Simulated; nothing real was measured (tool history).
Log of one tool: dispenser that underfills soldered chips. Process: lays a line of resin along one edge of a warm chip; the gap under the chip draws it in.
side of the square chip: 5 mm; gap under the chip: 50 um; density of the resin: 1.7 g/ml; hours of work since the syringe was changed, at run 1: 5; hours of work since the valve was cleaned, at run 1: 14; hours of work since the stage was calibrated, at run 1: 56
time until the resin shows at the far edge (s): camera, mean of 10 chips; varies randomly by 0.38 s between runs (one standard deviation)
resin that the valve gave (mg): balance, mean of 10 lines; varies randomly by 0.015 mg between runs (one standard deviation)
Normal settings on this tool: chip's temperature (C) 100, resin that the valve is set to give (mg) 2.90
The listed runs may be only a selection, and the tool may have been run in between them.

run   hour  chip's temperature (C)  resin that the valve is set to give (mg)  hours of work since the syringe was changed  hours of work since the valve was cleaned  hours of work since the stage was calibrated  time until the resin shows at the far edge (s)  resin that the valve gave (mg)
  1    0.0                     100                                      2.90                                            5                                         14                                            56                                            32.0                            2.86
  2    4.4                     100                                      2.90                                            8                                         17                                            59                                            39.3                            2.89
       6.4  -- new syringe of resin
  3   12.9                     100                                      2.90                                            5                                         23                                            65                                            31.1                            2.84
  4   16.9                     100                                      2.90                                            7                                         26                                            67                                            37.5                            2.85
      20.2  -- new syringe of resin
  5   23.9                     100                                      2.82                                            3                                         31                                            72                                            26.8                            2.79
  6   29.6                     100                                      2.82                                            7                                         35                                            76                                            35.5                            2.80
      33.7  -- new syringe of resin
  7   34.3                      91                                      2.90                                            0                                         38                                            79                                            33.9                            2.86
  8   41.7                     100                                      2.90                                            6                                         43                                            85                                            33.6                            2.86
      47.5  -- new syringe of resin
  9   47.5                     103                                      2.90                                            0                                         47                                            88                                            20.8                            2.84
 10   51.7                     103                                      2.90                                            3                                         50                                            91                                            25.5                            2.82
 11   59.7                     100                                      2.90                                            9                                         56                                            97                                            40.2                            2.85
      61.2  -- new syringe of resin
 12   67.8                     106                                      3.00                                            5                                         61                                           103                                            25.0                            2.91
      74.9  -- new syringe of resin
 13   75.7                     107                                      2.90                                            1                                         66                                           108                                            18.6                            2.82
 14   81.2                     107                                      2.90                                            4                                         70                                           112                                            23.4                            2.80
 15   87.9                     107                                      2.90                                            9                                         75                                           117                                            32.7                            2.81
      88.8  -- new syringe of resin
 16   92.0                      87                                      3.63                                            2                                         78                                           119                                            42.7                            3.53
      95.6  -- dispensing valve cleaned and set on the balance
 17   97.7                      87                                      3.63                                            6                                          2                                           123                                            53.4                            3.61
     103.1  -- new syringe of resin
 18  104.1                     109                                      2.90                                            1                                          6                                           127                                            16.5                            2.89
 19  108.9                     109                                      2.90                                            4                                          9                                           130                                            21.3                            2.88
 20  115.6                     110                                      2.62                                            9                                         14                                           135                                            28.5                            2.61
     116.7  -- new syringe of resin
 21  120.5                     109                                      3.14                                            3                                         17                                           138                                            19.1                            3.12
 22  124.0                     104                                      3.14                                            5                                         20                                           141                                            27.1                            3.12

Each row is a separate what-if for the run after 22, all from the same tool condition, not one after another. Results?
  A  127.8                     104                                      3.75                                            8                                         22                                           143                                               ?                               ?
  B  127.8                     108                                      2.90                                            8                                         22                                           143                                               ?                               ?
  C  127.8                      90                                      2.90                                            8                                         22                                           143                                               ?                               ?
  D  127.8                     100                                      3.15                                            8                                         22                                           143                                               ?                               ?

run  time until the resin shows at the far edge (s)  resin that the valve gave (mg)
  A                                            31.5                            3.72
  B                                            28.1                            2.86
  C                                            56.2                            2.87
  D                                            38.5                            3.10
With the hidden condition removed and each run's random variation left untouched, the same runs would have given:
run  time until the resin shows at the far edge (s)  resin that the valve gave (mg)
  A                                            19.0                            3.76
  B                                            16.8                            2.90
  C                                            34.2                            2.91
  D                                            23.3                            3.14

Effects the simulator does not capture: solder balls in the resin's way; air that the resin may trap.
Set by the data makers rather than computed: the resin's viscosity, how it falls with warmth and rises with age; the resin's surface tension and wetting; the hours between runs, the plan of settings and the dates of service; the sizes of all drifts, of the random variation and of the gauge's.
